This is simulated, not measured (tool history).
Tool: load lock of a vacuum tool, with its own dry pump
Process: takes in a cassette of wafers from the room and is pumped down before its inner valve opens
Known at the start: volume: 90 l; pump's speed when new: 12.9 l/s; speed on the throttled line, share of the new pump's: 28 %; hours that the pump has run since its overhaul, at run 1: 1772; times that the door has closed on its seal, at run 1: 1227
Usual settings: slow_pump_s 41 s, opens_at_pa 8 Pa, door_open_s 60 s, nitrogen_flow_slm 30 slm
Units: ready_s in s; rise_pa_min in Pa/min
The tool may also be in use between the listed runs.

| run | hour | slow_pump_s | opens_at_pa | door_open_s | nitrogen_flow_slm | hours that the pump has run since its overhaul | times that the door has closed on its seal | incoming humidity of the room's air, % | ready_s | rise_pa_min |
|---|---|---|---|---|---|---|---|---|---|---|
| 1 | 0 | 41 | 8 | 60 | 30 | 1772 | 1227 | 47.5 | 99.3 | 0.015 |
| 2 | 143.1 | 41 | 8 | 80 | 30 | 1915 | 1500 | 46.4 | 96.6 | 0.017 |
| 3 | 346.5 | 41 | 8 | 60 | 30 | 2118 | 1887 | 45.4 | 96.4 | 0.011 |
| 4 | 486.7 | 41 | 8 | 60 | 30 | 2258 | 2154 | 44.9 | 96.8 | 0.016 |
| 5 | 654.3 | 41 | 8 | 60 | 30 | 2426 | 2473 | 47.8 | 97.4 | 0.02 |
| 6 | 839.2 | 41 | 8 | 60 | 30 | 2611 | 2825 | 44 | 97.3 | 0.015 |
| 7 | 1040.4 | 41 | 8 | 60 | 30 | 2812 | 3208 | 40.7 | 96.8 | 0.013 |
| 8 | 1245 | 41 | 8 | 62 | 30 | 3017 | 3598 | 44 | 96.9 | 0.022 |
| 9 | 1495.4 | 41 | 8 | 62 | 30 | 3267 | 4075 | 46.7 | 98.7 | 0.016 |
| 10 | 1773.9 | 41 | 8 | 62 | 30 | 3546 | 4605 | 44.8 | 97.6 | 0.015 |
| 11 | 2038.3 | 41 | 8 | 62 | 30 | 3810 | 5109 | 43.9 | 98 | 0.017 |
| 12 | 2228.5 | 41 | 8 | 62 | 30 | 4000 | 5471 | 45.7 | 98 | 0.019 |
| 13 | 2351.1 | 41 | 8 | 62 | 30 | 4123 | 5705 | 48.3 | 98.4 | 0.022 |
| 14 | 2470.7 | 31 | 9 | 62 | 30 | 4242 | 5932 | 42.8 | 90.2 | 0.023 |
| 15 | 2687 | 31 | 9 | 62 | 30 | 4459 | 6344 | 44.1 | 90.9 | 0.024 |
| 16 | 2941.9 | 75 | 10 | 53 | 20 | 4714 | 6830 | 43.7 | 120.9 | 0.03 |
| 17 | 3154.2 | 52 | 9 | 145 | 14 | 4926 | 7234 | 41.6 | 105.6 | 0.036 |
| 18 | 3429.9 | 23 | 8 | 60 | 12 | 5202 | 7759 | 44.7 | 85.5 | 0.037 |
| 19 | 3694.2 | 22 | 9 | 60 | 30 | 5466 | 8262 | 42.9 | 84.4 | 0.021 |
| 20 | 3833.9 | 41 | 8 | 36 | 5 | 5606 | 8529 | 48 | 99.1 | 0.036 |
| 21 | 4079.9 | 41 | 6 | 155 | 5 | 5852 | 8997 | 44.8 | 102 | 0.057 |
| 22 | 4278.8 | 41 | 6 | 155 | 5 | 6051 | 9376 | 45.2 | 102.4 | 0.057 |
| 23 | 4392 | 41 | 6 | 155 | 5 | 6164 | 9591 | 46 | 102 | 0.057 |
| 24 | 4545.9 | 41 | 6 | 155 | 5 | 6318 | 9884 | 44 | 101.9 | 0.06 |
| 25 | 4819.5 | 41 | 15 | 26 | 30 | 6591 | 10405 | 44 | 95.8 | 0.025 |
| 26 | 4945.6 | 41 | 8 | 120 | 30 | 6717 | 10646 | 43.6 | 99.1 | 0.038 |

Forecast each of these 5 alternatives for the next run:
| A | 5114.8 | 53 | 15 | 39 | 30 | 6887 | 10968 | 46 | ? | ? |
| B | 5114.8 | 57 | 8 | 120 | 12 | 6887 | 10968 | 46.1 | ? | ? |
| C | 5114.8 | 41 | 9 | 206 | 30 | 6887 | 10968 | 47 | ? | ? |
| D | 5114.8 | 58 | 8 | 142 | 30 | 6887 | 10968 | 46 | ? | ? |
| E | 5114.8 | 66 | 13 | 144 | 30 | 6887 | 10968 | 43.6 | ? | ? |

| run | ready_s | rise_pa_min |
|---|---|---|
| A | 104.1 | 0.031 |
| B | 111.1 | 0.048 |
| C | 97.8 | 0.035 |
| D | 111.3 | 0.037 |
| E | 114.4 | 0.032 |
Without the tool's hidden state the same runs would have given:
| run | ready_s | rise_pa_min |
|---|---|---|
| A | 100.7 | 0.013 |
| B | 107.5 | 0.03 |
| C | 94 | 0.017 |
| D | 107.7 | 0.018 |
| E | 111.2 | 0.014 |

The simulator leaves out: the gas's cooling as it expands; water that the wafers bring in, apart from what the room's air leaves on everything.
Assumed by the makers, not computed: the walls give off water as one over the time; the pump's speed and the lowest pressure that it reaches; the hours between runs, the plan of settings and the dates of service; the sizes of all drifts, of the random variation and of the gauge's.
